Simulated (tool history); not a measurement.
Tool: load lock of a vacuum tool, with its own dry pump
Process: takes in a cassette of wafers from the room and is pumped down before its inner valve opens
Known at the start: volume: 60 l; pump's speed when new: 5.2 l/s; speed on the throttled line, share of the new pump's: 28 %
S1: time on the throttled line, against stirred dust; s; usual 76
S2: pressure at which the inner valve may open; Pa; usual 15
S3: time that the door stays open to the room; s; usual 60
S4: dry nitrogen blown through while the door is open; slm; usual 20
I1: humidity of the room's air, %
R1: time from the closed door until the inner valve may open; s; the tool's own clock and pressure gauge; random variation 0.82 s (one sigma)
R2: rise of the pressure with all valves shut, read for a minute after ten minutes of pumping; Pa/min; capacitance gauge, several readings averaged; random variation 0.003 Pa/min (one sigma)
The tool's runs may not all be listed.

{"run": 1, "hour": 0.0, "S1": 76, "S2": 15, "S3": 60, "S4": 20, "I1": 43.3, "R1": 159.1, "R2": 0.05}
{"run": 2, "hour": 294.9, "S1": 76, "S2": 15, "S3": 25, "S4": 20, "I1": 45.2, "R1": 158.8, "R2": 0.056}
{"run": 3, "hour": 477.1, "S1": 135, "S2": 15, "S3": 60, "S4": 20, "I1": 47.7, "R1": 201.3, "R2": 0.06}
{"run": 4, "hour": 695.0, "S1": 76, "S2": 15, "S3": 60, "S4": 17, "I1": 45.7, "R1": 160.5, "R2": 0.066}
{"run": 5, "hour": 1057.8, "S1": 76, "S2": 15, "S3": 60, "S4": 17, "I1": 44.1, "R1": 161.1, "R2": 0.076}
{"run": 6, "hour": 1328.9, "S1": 76, "S2": 15, "S3": 60, "S4": 17, "I1": 43.4, "R1": 160.2, "R2": 0.08}
{"run": 7, "hour": 1567.5, "S1": 76, "S2": 15, "S3": 60, "S4": 17, "I1": 44.6, "R1": 160.9, "R2": 0.085}
{"run": 8, "hour": 1760.6, "S1": 70, "S2": 15, "S3": 60, "S4": 17, "I1": 45, "R1": 158.4, "R2": 0.089}
{"run": 9, "hour": 2041.0, "S1": 107, "S2": 15, "S3": 60, "S4": 20, "I1": 43.7, "R1": 182.6, "R2": 0.091}
{"run": 10, "hour": 2260.0, "S1": 76, "S2": 15, "S3": 129, "S4": 20, "I1": 44.5, "R1": 162.1, "R2": 0.111}
{"run": 11, "hour": 2499.5, "S1": 76, "S2": 15, "S3": 129, "S4": 11, "I1": 43.1, "R1": 162.1, "R2": 0.124}
{"run": 12, "hour": 2667.4, "S1": 51, "S2": 14, "S3": 129, "S4": 31, "I1": 48.9, "R1": 145.8, "R2": 0.116}

Forecast each of these 5 alternatives for the next run:
{"run": "A", "hour": 2835.7, "S1": 76, "S2": 22, "S3": 37, "S4": 10, "I1": 48.6, "R1": "?", "R2": "?"}
{"run": "B", "hour": 2835.7, "S1": 51, "S2": 12, "S3": 129, "S4": 21, "I1": 41.3, "R1": "?", "R2": "?"}
{"run": "C", "hour": 2835.7, "S1": 76, "S2": 27, "S3": 60, "S4": 20, "I1": 46.4, "R1": "?", "R2": "?"}
{"run": "D", "hour": 2835.7, "S1": 51, "S2": 28, "S3": 126, "S4": 35, "I1": 45.2, "R1": "?", "R2": "?"}
{"run": "E", "hour": 2835.7, "S1": 51, "S2": 14, "S3": 35, "S4": 31, "I1": 47.1, "R1": "?", "R2": "?"}

run=A R1=158.1 R2=0.126
run=B R1=148.5 R2=0.125
run=C R1=156 R2=0.123
run=D R1=136.6 R2=0.125
run=E R1=144.6 R2=0.124
Without the tool's hidden state the same runs would have given:
run=A R1=152 R2=0.015
run=B R1=141.3 R2=0.011
run=C R1=150.1 R2=0.009
run=D R1=130.2 R2=0.01
run=E R1=137.6 R2=0.01
